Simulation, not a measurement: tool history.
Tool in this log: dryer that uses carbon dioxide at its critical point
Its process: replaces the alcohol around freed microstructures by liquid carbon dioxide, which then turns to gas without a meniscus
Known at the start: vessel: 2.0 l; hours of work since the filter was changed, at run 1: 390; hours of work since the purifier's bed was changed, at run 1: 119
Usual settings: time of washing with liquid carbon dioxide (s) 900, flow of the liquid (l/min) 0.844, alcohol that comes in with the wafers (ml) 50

run,day,time of washing with liquid carbon dioxide (s),flow of the liquid (l/min),alcohol that comes in with the wafers (ml),hours of work since the filter was changed,hours of work since the purifier's bed was changed,alcohol left in the vessel before it's heated (ppm by volume)
1,0.000,900,0.844,50,390,119,417
2,0.508,900,0.844,50,399,128,438
3,0.862,900,0.844,50,405,134,441
4,1.467,900,0.620,50,415,144,1221
5,2.017,900,0.620,50,425,153,1257
6,2.662,900,0.620,50,436,164,1240
7,3.388,900,0.620,50,448,177,1302
8,3.867,660,1.264,106,456,185,638
9,4.346,660,0.989,59,464,193,948

Run 10 comes next. What will it give?
10,4.875,660,0.907,59,473,202,?

{"run 10": {"alcohol left in the vessel before it's heated (ppm by volume)": 1234}}
Minus the tool's unlogged condition, the same run would have read alcohol left in the vessel before it's heated (ppm by volume) 867.
